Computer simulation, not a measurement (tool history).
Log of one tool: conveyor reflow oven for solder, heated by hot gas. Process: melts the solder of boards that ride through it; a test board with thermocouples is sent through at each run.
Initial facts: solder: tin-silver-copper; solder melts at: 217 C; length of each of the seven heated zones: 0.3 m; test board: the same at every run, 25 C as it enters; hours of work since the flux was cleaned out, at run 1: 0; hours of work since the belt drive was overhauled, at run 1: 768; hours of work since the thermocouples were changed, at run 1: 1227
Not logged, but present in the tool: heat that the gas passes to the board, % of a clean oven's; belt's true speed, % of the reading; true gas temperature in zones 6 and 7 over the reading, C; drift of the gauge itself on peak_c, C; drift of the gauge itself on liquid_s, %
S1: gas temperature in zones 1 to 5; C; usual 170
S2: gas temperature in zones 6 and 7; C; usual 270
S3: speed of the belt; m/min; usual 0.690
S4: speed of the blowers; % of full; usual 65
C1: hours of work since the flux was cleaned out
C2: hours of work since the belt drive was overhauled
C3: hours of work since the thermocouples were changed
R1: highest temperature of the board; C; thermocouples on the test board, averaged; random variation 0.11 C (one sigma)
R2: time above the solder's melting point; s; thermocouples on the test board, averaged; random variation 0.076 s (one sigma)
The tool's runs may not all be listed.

| run | hour | S1 | S2 | S3 | S4 | C1 | C2 | C3 | R1 | R2 |
|---|---|---|---|---|---|---|---|---|---|---|
| 1 | 0.0 | 170 | 270 | 0.690 | 65 | 0 | 768 | 1227 | 252.4 | 39.32 |
| 2 | 25.2 | 170 | 270 | 0.690 | 65 | 17 | 785 | 1245 | 252.5 | 39.18 |
| 3 | 80.7 | 170 | 270 | 0.690 | 59 | 55 | 823 | 1283 | 251.1 | 38.24 |
|  | 87.3 | thermocouples of zones 6 and 7 changed |
| 4 | 124.7 | 170 | 270 | 0.690 | 65 | 84 | 852 | 26 | 253.5 | 39.81 |
| 5 | 180.5 | 170 | 270 | 0.632 | 65 | 122 | 890 | 64 | 255.9 | 45.11 |
| 6 | 222.4 | 170 | 270 | 0.632 | 65 | 151 | 919 | 93 | 256.0 | 44.99 |
|  | 245.4 | flux residue cleaned out of gas plates and filters |
| 7 | 267.3 | 170 | 270 | 0.632 | 65 | 15 | 946 | 120 | 257.1 | 45.86 |
| 8 | 294.6 | 170 | 270 | 0.632 | 65 | 34 | 965 | 139 | 257.0 | 45.65 |
| 9 | 346.6 | 170 | 270 | 0.758 | 65 | 69 | 1000 | 174 | 250.8 | 34.55 |
| 10 | 401.0 | 170 | 270 | 0.690 | 65 | 107 | 1037 | 211 | 253.7 | 39.87 |
| 11 | 445.5 | 170 | 270 | 0.690 | 65 | 137 | 1068 | 242 | 253.3 | 39.83 |
| 12 | 480.2 | 170 | 270 | 0.690 | 65 | 161 | 1092 | 266 | 253.1 | 39.73 |
|  | 489.3 | flux residue cleaned out of gas plates and filters |
| 13 | 518.4 | 170 | 270 | 0.690 | 65 | 20 | 1114 | 288 | 254.2 | 40.40 |
| 14 | 559.3 | 170 | 270 | 0.690 | 65 | 48 | 1142 | 316 | 253.9 | 40.16 |
| 15 | 585.7 | 172 | 270 | 0.690 | 65 | 66 | 1161 | 335 | 254.2 | 40.88 |
| 16 | 639.8 | 172 | 270 | 0.690 | 65 | 103 | 1198 | 372 | 253.8 | 40.64 |
| 17 | 692.6 | 172 | 270 | 0.690 | 65 | 139 | 1234 | 408 | 253.5 | 40.62 |
| 18 | 725.7 | 170 | 279 | 0.598 | 65 | 162 | 1256 | 430 | 265.6 | 52.59 |
|  | 735.0 | flux residue cleaned out of gas plates and filters |
| 19 | 779.8 | 170 | 276 | 0.551 | 65 | 31 | 1290 | 464 | 265.7 | 57.79 |
| 20 | 835.7 | 172 | 279 | 0.690 | 65 | 69 | 1328 | 502 | 261.9 | 44.50 |
| 21 | 872.6 | 172 | 279 | 0.690 | 65 | 94 | 1354 | 528 | 261.9 | 44.35 |
| 22 | 919.7 | 172 | 279 | 0.690 | 65 | 127 | 1386 | 560 | 261.6 | 44.39 |
| 23 | 948.8 | 170 | 267 | 0.725 | 55 | 146 | 1406 | 580 | 247.0 | 34.18 |
|  | 980.2 | flux residue cleaned out of gas plates and filters |
| 24 | 985.3 | 165 | 267 | 0.725 | 55 | 4 | 1427 | 601 | 247.1 | 33.39 |
| 25 | 1023.2 | 166 | 262 | 0.583 | 64 | 30 | 1453 | 627 | 250.7 | 46.66 |
| 26 | 1073.3 | 159 | 272 | 0.634 | 86 | 64 | 1488 | 662 | 259.4 | 45.50 |
| 27 | 1128.6 | 159 | 272 | 0.634 | 86 | 102 | 1526 | 700 | 259.2 | 45.31 |
| 28 | 1159.5 | 166 | 270 | 0.634 | 86 | 123 | 1547 | 721 | 258.0 | 46.32 |
| 29 | 1194.9 | 170 | 275 | 0.553 | 67 | 147 | 1571 | 745 | 264.3 | 57.35 |

Forecast each of these 4 alternatives for the next run:
|  | 1225.5 | flux residue cleaned out of gas plates and filters |
| A | 1241.0 | 161 | 275 | 0.553 | 87 | 11 | 1599 | 773 | ? | ? |
|  | 1225.5 | flux residue cleaned out of gas plates and filters |
| B | 1241.0 | 170 | 270 | 0.671 | 53 | 11 | 1599 | 773 | ? | ? |
|  | 1225.5 | flux residue cleaned out of gas plates and filters |
| C | 1241.0 | 177 | 275 | 0.553 | 67 | 11 | 1599 | 773 | ? | ? |
|  | 1225.5 | flux residue cleaned out of gas plates and filters |
| D | 1241.0 | 165 | 270 | 0.721 | 89 | 11 | 1599 | 773 | ? | ? |

| run | R1 | R2 |
|---|---|---|
| A | 266.2 | 56.86 |
| B | 252.8 | 41.11 |
| C | 265.7 | 59.94 |
| D | 255.4 | 39.02 |
Stripped of hidden state, with their random variation kept, the same runs would have yielded:
| run | R1 | R2 |
|---|---|---|
| A | 265.9 | 53.96 |
| B | 252.0 | 38.58 |
| C | 265.4 | 56.95 |
| D | 254.8 | 36.78 |

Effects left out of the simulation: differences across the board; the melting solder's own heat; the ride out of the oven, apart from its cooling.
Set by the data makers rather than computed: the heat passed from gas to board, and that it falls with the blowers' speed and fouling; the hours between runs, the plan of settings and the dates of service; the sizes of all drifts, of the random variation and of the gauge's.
